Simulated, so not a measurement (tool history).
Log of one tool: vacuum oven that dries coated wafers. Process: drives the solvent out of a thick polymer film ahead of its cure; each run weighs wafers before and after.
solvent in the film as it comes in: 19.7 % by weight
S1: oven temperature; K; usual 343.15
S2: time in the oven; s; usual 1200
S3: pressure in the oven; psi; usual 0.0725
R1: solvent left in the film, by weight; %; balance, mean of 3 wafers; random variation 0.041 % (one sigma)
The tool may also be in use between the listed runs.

| run | hour | S1 | S2 | S3 | R1 |
|---|---|---|---|---|---|
| 1 | 0 | 343.15 | 1200 | 0.0725 | 1.66 |
| 2 | 72.1 | 331.15 | 1200 | 0.0725 | 6.31 |
| 3 | 142.1 | 331.15 | 1200 | 0.2785 | 7 |
| 4 | 205.5 | 343.15 | 1200 | 0.0725 | 1.58 |
| 5 | 259.1 | 343.15 | 1200 | 0.0725 | 1.56 |
| 6 | 350.7 | 329.15 | 1200 | 0.0725 | 7.03 |
| 7 | 439.8 | 329.15 | 1200 | 0.0725 | 7.1 |
| 8 | 501.4 | 329.15 | 1200 | 0.0725 | 7.06 |
| 9 | 606 | 329.15 | 1200 | 0.0725 | 7.03 |
|  | 662.7 | oven's thermocouples calibrated |
| 10 | 690.2 | 329.15 | 1200 | 0.0725 | 6.18 |
| 11 | 756 | 329.15 | 1200 | 0.0725 | 6.23 |
| 12 | 855 | 329.15 | 1200 | 0.0725 | 6.01 |
| 13 | 916.3 | 343.15 | 1200 | 0.0725 | 1.08 |
| 14 | 973.2 | 343.15 | 1200 | 0.0725 | 1.03 |
|  | 1029.2 | oven's thermocouples calibrated, once more |
| 15 | 1076 | 343.15 | 1200 | 0.0725 | 2.35 |
| 16 | 1165.2 | 343.15 | 1200 | 0.0725 | 2.32 |
| 17 | 1248.8 | 343.15 | 1200 | 0.0725 | 2.31 |
| 18 | 1312.5 | 343.15 | 1200 | 0.0725 | 2.27 |
| 19 | 1386.6 | 347.15 | 2040 | 0.201 | 0.76 |
| 20 | 1439.2 | 347.15 | 2040 | 0.201 | 0.8 |
| 21 | 1489.6 | 347.15 | 2040 | 0.079 | 0.56 |
| 22 | 1579.8 | 343.15 | 1920 | 0.0725 | 0.96 |
| 23 | 1646.7 | 346.15 | 1860 | 0.0725 | 0.66 |
| 24 | 1731.5 | 330.15 | 900 | 0.1178 | 9.16 |
| 25 | 1836.2 | 330.15 | 900 | 0.1178 | 9.21 |
| 26 | 1891.6 | 343.15 | 1200 | 0.2656 | 2.52 |
| 27 | 1957.8 | 343.15 | 1200 | 0.2656 | 2.46 |
| 28 | 2029.9 | 344.15 | 1200 | 0.0379 | 1.62 |
|  | 2075 | vacuum gauge cleaned of residue and calibrated |
| 29 | 2076.3 | 344.15 | 1200 | 0.0379 | 1.28 |
| 30 | 2126 | 337.15 | 1200 | 0.2772 | 4.23 |
| 31 | 2223.4 | 337.15 | 1200 | 0.2772 | 4.16 |
| 32 | 2300.8 | 337.15 | 900 | 0.0467 | 5.05 |
| 33 | 2376.8 | 343.15 | 1200 | 0.0994 | 1.67 |
| 34 | 2454.1 | 343.15 | 1200 | 0.0994 | 1.57 |
| 35 | 2501 | 343.15 | 1200 | 0.1845 | 1.75 |

Some steps in R1 between neighbouring runs. How much of each would the tool show without its hidden state too (settings, what came in, random variation), and how much is left for the hidden state, with any gauge scatter that isn't in both results?
The hidden state here: true wafer temperature over the reading, C; true pressure over the reading, kPa; drift of the gauge itself on solvent_pct, %.
Run 5 -> 6: S1 343.15 -> 329.15. R1 +5.47 %: hidden state -0.48, all else +5.95.
Run 9 -> 10: oven's thermocouples calibrated. R1 -0.85 %: hidden state -0.73, all else -0.12.
Run 12 -> 13: S1 329.15 -> 343.15. R1 -4.93 %: hidden state +1.03, all else -5.96.
Run 14 -> 15: oven's thermocouples calibrated, once more. R1 +1.32 %: hidden state +1.31, all else +0.01.
Run 23 -> 24: S1 346.15 -> 330.15, S2 1860 -> 900, S3 0.0725 -> 0.1178. R1 +8.5 %: hidden state -0.32, all else +8.82.
Run 25 -> 26: S1 330.15 -> 343.15, S2 900 -> 1200, S3 0.1178 -> 0.2656. R1 -6.69 %: hidden state +0.1, all else -6.79.

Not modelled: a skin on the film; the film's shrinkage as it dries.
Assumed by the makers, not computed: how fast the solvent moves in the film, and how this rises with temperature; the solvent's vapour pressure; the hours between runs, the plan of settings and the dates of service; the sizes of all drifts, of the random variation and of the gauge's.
